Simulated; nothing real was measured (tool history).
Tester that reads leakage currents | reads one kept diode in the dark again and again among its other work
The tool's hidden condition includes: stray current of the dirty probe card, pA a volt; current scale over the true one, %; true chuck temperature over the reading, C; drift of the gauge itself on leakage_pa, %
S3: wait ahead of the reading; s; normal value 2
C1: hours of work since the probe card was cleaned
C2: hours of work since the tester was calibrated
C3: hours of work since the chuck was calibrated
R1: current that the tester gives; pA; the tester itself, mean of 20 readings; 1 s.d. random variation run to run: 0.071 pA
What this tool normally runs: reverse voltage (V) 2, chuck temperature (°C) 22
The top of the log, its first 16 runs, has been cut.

{"run": 17, "day": 50.908, "reverse voltage (V)": 2, "chuck temperature (°C)": 48, "S3": 2, "C1": 932, "C2": 1955, "C3": 773, "R1": 137.05}
{"run": 18, "day": 55.679, "reverse voltage (V)": 2, "chuck temperature (°C)": 48, "S3": 2, "C1": 993, "C2": 2015, "C3": 833, "R1": 136.89}
{"run": 19, "day": 58.833, "reverse voltage (V)": 2, "chuck temperature (°C)": 22, "S3": 1.84, "C1": 1033, "C2": 2056, "C3": 874, "R1": 19.33}
{"run": 20, "day": 62.138, "reverse voltage (V)": 2, "chuck temperature (°C)": 30, "S3": 1.84, "C1": 1075, "C2": 2098, "C3": 916, "R1": 36.36}
{"run": 21, "day": 65.112, "reverse voltage (V)": 2, "chuck temperature (°C)": 30, "S3": 1.84, "C1": 1113, "C2": 2136, "C3": 953, "R1": 36.6}
{"run": 22, "day": 69.05, "reverse voltage (V)": 2, "chuck temperature (°C)": 30, "S3": 1.84, "C1": 1163, "C2": 2186, "C3": 1004, "R1": 36.73}
{"run": 23, "day": 72.871, "reverse voltage (V)": 6.3, "chuck temperature (°C)": 37, "S3": 1.84, "C1": 1212, "C2": 2234, "C3": 1052, "R1": 91.62}
{"run": 24, "day": 77.112, "reverse voltage (V)": 2.93, "chuck temperature (°C)": 23, "S3": 3.13, "C1": 1266, "C2": 2288, "C3": 1106, "R1": 24.43}
{"run": 25, "day": 81.279, "reverse voltage (V)": 2, "chuck temperature (°C)": 42, "S3": 1.3, "C1": 1319, "C2": 2341, "C3": 1159, "R1": 91.98}
{"run": 26, "day": 83.392, "reverse voltage (V)": 4.65, "chuck temperature (°C)": 22, "S3": 2, "C1": 1345, "C2": 2368, "C3": 1186, "R1": 27.31}
{"run": 27, "day": 85.954, "reverse voltage (V)": 10.55, "chuck temperature (°C)": 22, "S3": 5.17, "C1": 1378, "C2": 2401, "C3": 1219, "R1": 37.59}
{"run": 28, "day": 90.05, "reverse voltage (V)": 2, "chuck temperature (°C)": 34, "S3": 1.81, "C1": 1430, "C2": 2453, "C3": 1271, "R1": 51.04}
{"run": 29, "day": 92.412, "reverse voltage (V)": 2, "chuck temperature (°C)": 34, "S3": 1.81, "C1": 1460, "C2": 2483, "C3": 1301, "R1": 51.34}
{"day": 94.058, "done": "probe card cleaned and baked"}
{"run": 30, "day": 94.967, "reverse voltage (V)": 2, "chuck temperature (°C)": 34, "S3": 1.81, "C1": 12, "C2": 2514, "C3": 1332, "R1": 49.97}
{"run": 31, "day": 99.092, "reverse voltage (V)": 1.43, "chuck temperature (°C)": 25, "S3": 6.2, "C1": 64, "C2": 2567, "C3": 1384, "R1": 22.22}
{"run": 32, "day": 103.638, "reverse voltage (V)": 1.97, "chuck temperature (°C)": 44, "S3": 6.2, "C1": 122, "C2": 2624, "C3": 1442, "R1": 106.58}
{"run": 33, "day": 107.771, "reverse voltage (V)": 1.97, "chuck temperature (°C)": 44, "S3": 6.2, "C1": 175, "C2": 2677, "C3": 1495, "R1": 107.17}
{"run": 34, "day": 112.554, "reverse voltage (V)": 18.58, "chuck temperature (°C)": 22, "S3": 2, "C1": 235, "C2": 2738, "C3": 1556, "R1": 41.96}
{"run": 35, "day": 116.983, "reverse voltage (V)": 1.68, "chuck temperature (°C)": 38, "S3": 3.38, "C1": 292, "C2": 2794, "C3": 1612, "R1": 65.66}
{"run": 36, "day": 120.054, "reverse voltage (V)": 2, "chuck temperature (°C)": 54, "S3": 2, "C1": 331, "C2": 2833, "C3": 1651, "R1": 220.48}
{"run": 37, "day": 124.412, "reverse voltage (V)": 4.8, "chuck temperature (°C)": 22, "S3": 2, "C1": 386, "C2": 2889, "C3": 1707, "R1": 26.92}
{"run": 38, "day": 127.862, "reverse voltage (V)": 4.8, "chuck temperature (°C)": 22, "S3": 2, "C1": 430, "C2": 2933, "C3": 1751, "R1": 27.13}
{"run": 39, "day": 130.083, "reverse voltage (V)": 14.03, "chuck temperature (°C)": 22, "S3": 2.7, "C1": 459, "C2": 2961, "C3": 1779, "R1": 39.55}
{"run": 40, "day": 134.254, "reverse voltage (V)": 1.82, "chuck temperature (°C)": 22, "S3": 2, "C1": 512, "C2": 3014, "C3": 1832, "R1": 19.8}

Predict each of these 4 candidate next runs independently; none follows another, all start after run 40:
{"run": "A", "day": 138.083, "reverse voltage (V)": 2, "chuck temperature (°C)": 21, "S3": 2, "C1": 560, "C2": 3063, "C3": 1881, "R1": "?"}
{"run": "B", "day": 138.083, "reverse voltage (V)": 15.71, "chuck temperature (°C)": 22, "S3": 1.02, "C1": 560, "C2": 3063, "C3": 1881, "R1": "?"}
{"run": "C", "day": 138.083, "reverse voltage (V)": 7.93, "chuck temperature (°C)": 21, "S3": 8.87, "C1": 560, "C2": 3063, "C3": 1881, "R1": "?"}
{"run": "D", "day": 138.083, "reverse voltage (V)": 16, "chuck temperature (°C)": 30, "S3": 4.88, "C1": 560, "C2": 3063, "C3": 1881, "R1": "?"}

run=A R1=18.76
run=B R1=43.28
run=C R1=30.15
run=D R1=76.43
Without the tool's hidden state the same runs would have given:
run=A R1=15.4
run=B R1=33.95
run=C R1=23.95
run=D R1=61.96
